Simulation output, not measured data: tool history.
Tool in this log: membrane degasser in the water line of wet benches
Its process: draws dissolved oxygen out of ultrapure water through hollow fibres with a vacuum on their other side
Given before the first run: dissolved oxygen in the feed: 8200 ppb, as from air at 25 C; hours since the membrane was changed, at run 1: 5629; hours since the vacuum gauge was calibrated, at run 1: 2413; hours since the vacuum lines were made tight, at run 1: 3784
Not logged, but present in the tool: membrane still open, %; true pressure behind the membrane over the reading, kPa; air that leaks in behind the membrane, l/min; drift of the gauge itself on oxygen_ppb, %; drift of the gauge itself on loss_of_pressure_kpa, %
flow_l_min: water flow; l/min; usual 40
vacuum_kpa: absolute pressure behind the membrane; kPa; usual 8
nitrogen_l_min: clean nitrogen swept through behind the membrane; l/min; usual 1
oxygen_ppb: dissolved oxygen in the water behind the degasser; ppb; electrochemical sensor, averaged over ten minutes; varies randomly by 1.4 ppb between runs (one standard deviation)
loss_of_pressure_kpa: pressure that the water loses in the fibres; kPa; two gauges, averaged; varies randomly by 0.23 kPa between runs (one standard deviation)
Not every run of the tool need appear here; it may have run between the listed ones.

run     day  flow_l_min  vacuum_kpa  nitrogen_l_min  hours since the membrane was changed  hours since the vacuum gauge was calibrated  hours since the vacuum lines were made tight  oxygen_ppb  loss_of_pressure_kpa
  1       0          40           8               1                                  5629                                         2413                                          3784       382.3                 58.54
  2   6.408          40           8               1                                  5783                                         2567                                          3938         382                 58.72
  3  12.175          40           8               1                                  5921                                         2706                                          4076       381.5                  58.5
  4  20.412          40           8               1                                  6119                                         2903                                          4274       383.1                 58.55
  5  25.788          40        6.22               1                                  6248                                         3032                                          4403       248.5                 58.53
  6  30.296          40           8               1                                  6356                                         3140                                          4511         382                 58.61
  7  35.771          40           8               1                                  6487                                         3272                                          4642       385.1                 58.71
  8  43.779          50           8               1                                  6679                                         3464                                          4834       458.1                 73.92
  9  49.579          40       13.06            2.51                                  6819                                         3603                                          4974       354.2                 58.88
 10  57.288          26           8               2                                  7004                                         3788                                          5159       147.6                 38.16
 11  62.646          40       18.83               1                                  7132                                         3917                                          5287      1125.3                 59.07
 12  68.708          40       18.83               1                                  7278                                         4062                                          5433      1119.6                 59.13
 13  78.012          40        8.34            1.71                                  7501                                         4286                                          5656         268                 59.14

Table of differences, measured result less the result of that run with no hidden state. Run-to-run variation is the same in both. Gauge scatter possibly is not:
run  oxygen_ppb  loss_of_pressure_kpa
  1        +8.3                 +1.46
  2        +8.8                 +1.51
  3        +9.3                 +1.55
  4        +9.9                  +1.6
  5       +10.6                 +1.64
  6       +10.6                 +1.67
  7       +11.2                  +1.7
  8       +14.2                 +2.22
  9        +6.2                  +1.8
 10        +5.3                  +1.2
 11       +11.5                 +1.89
 12       +11.9                 +1.93
 13        +9.8                 +1.99
